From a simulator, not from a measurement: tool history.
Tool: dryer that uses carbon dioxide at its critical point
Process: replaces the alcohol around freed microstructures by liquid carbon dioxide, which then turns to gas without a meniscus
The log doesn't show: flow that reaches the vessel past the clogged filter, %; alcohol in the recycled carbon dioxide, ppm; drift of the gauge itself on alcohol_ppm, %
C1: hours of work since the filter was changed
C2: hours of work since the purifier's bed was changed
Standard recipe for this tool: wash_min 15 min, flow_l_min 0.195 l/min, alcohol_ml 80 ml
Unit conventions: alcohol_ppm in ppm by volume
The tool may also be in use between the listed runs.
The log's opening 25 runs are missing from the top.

Run 26, day 17.300: usual settings but wash_min 14 min, flow_l_min 0.200 l/min, alcohol_ml 86 ml; C1 325; C2 626. Result: alcohol_ppm 3032 ppm by volume.
Run 27, day 18.088: usual settings but wash_min 11 min, flow_l_min 0.271 l/min, alcohol_ml 58 ml; C1 338; C2 638. Result: alcohol_ppm 1610 ppm by volume.
Run 28, day 18.617: usual settings but wash_min 13 min, flow_l_min 0.271 l/min, alcohol_ml 58 ml; C1 346; C2 647. Result: alcohol_ppm 771 ppm by volume.
Run 29, day 19.117: usual settings but wash_min 13 min, flow_l_min 0.271 l/min, alcohol_ml 58 ml; C1 354; C2 655. Result: alcohol_ppm 765 ppm by volume.
Run 30, day 20.012: usual settings but wash_min 13 min, flow_l_min 0.271 l/min, alcohol_ml 58 ml; C1 368; C2 669. Result: alcohol_ppm 778 ppm by volume.
Run 31, day 20.483: usual settings but wash_min 13 min, flow_l_min 0.271 l/min, alcohol_ml 58 ml; C1 376; C2 676. Result: alcohol_ppm 802 ppm by volume.
Run 32, day 21.092: usual settings but wash_min 18 min, flow_l_min 0.259 l/min, alcohol_ml 120 ml; C1 385; C2 686. Result: alcohol_ppm 353 ppm by volume.
Run 33, day 21.625: usual settings but wash_min 13 min, flow_l_min 0.259 l/min, alcohol_ml 33 ml; C1 394; C2 694. Result: alcohol_ppm 590 ppm by volume.
Run 34, day 22.442: usual settings but wash_min 13 min, flow_l_min 0.259 l/min, alcohol_ml 33 ml; C1 407; C2 707. Result: alcohol_ppm 590 ppm by volume.
Run 35, day 23.188: usual settings but wash_min 13 min, flow_l_min 0.269 l/min, alcohol_ml 67 ml; C1 419; C2 719. Result: alcohol_ppm 946 ppm by volume.
Run 36, day 24.171: usual settings but wash_min 11 min, flow_l_min 0.179 l/min, alcohol_ml 30 ml; C1 434; C2 735. Result: alcohol_ppm 3672 ppm by volume.
Run 37, day 24.867: usual settings but flow_l_min 0.122 l/min, alcohol_ml 84 ml; C1 445; C2 746. Result: alcohol_ppm 13098 ppm by volume.
Run 38, day 25.321: usual settings but wash_min 16 min, flow_l_min 0.122 l/min, alcohol_ml 46 ml; C1 452; C2 753. Result: alcohol_ppm 6016 ppm by volume.
Run 39, day 25.988: usual settings but wash_min 20 min, alcohol_ml 26 ml; C1 463; C2 763. Result: alcohol_ppm 284 ppm by volume.
Run 40, day 26.408: usual settings but wash_min 22 min, flow_l_min 0.186 l/min, alcohol_ml 87 ml; C1 470; C2 770. Result: alcohol_ppm 596 ppm by volume.
Run 41, day 27.258: usual settings but wash_min 22 min, flow_l_min 0.186 l/min, alcohol_ml 87 ml; C1 483; C2 784. Result: alcohol_ppm 604 ppm by volume.
Run 42, day 27.983: usual settings but wash_min 22 min, flow_l_min 0.186 l/min, alcohol_ml 87 ml; C1 495; C2 795. Result: alcohol_ppm 619 ppm by volume.
At day 28.679: purifier's bed changed.
Run 43, day 28.779: usual settings but wash_min 22 min, flow_l_min 0.186 l/min, alcohol_ml 87 ml; C1 505; C2 2. Result: alcohol_ppm 574 ppm by volume.
Run 44, day 29.675: usual settings but wash_min 22 min, flow_l_min 0.186 l/min, alcohol_ml 87 ml; C1 519; C2 16. Result: alcohol_ppm 598 ppm by volume.
Run 45, day 30.571: usual settings but wash_min 22 min, flow_l_min 0.186 l/min, alcohol_ml 87 ml; C1 534; C2 30. Result: alcohol_ppm 583 ppm by volume.
Run 46, day 31.288: usual settings but wash_min 22 min, flow_l_min 0.186 l/min, alcohol_ml 87 ml; C1 545; C2 41. Result: alcohol_ppm 606 ppm by volume.

3 ways to go on from here, each from the tool as it stands after run 46. What would each give?
At day 31.475: inlet filter changed.
Run A, day 32.058: usual settings but wash_min 18 min, flow_l_min 0.311 l/min, alcohol_ml 62 ml; C1 9; C2 53. Result: alcohol_ppm ?.
At day 31.475: inlet filter changed.
Run B, day 32.058: usual settings but wash_min 24 min; C1 9; C2 53. Result: alcohol_ppm ?.
At day 31.475: inlet filter changed.
Run C, day 32.058: usual settings but flow_l_min 0.299 l/min, alcohol_ml 37 ml; C1 9; C2 53. Result: alcohol_ppm ?.

run  alcohol_ppm
  A           27
  B          132
  C           82
With no hidden state in the tool, these same runs would have given:
run  alcohol_ppm
  A           21
  B          122
  C           74
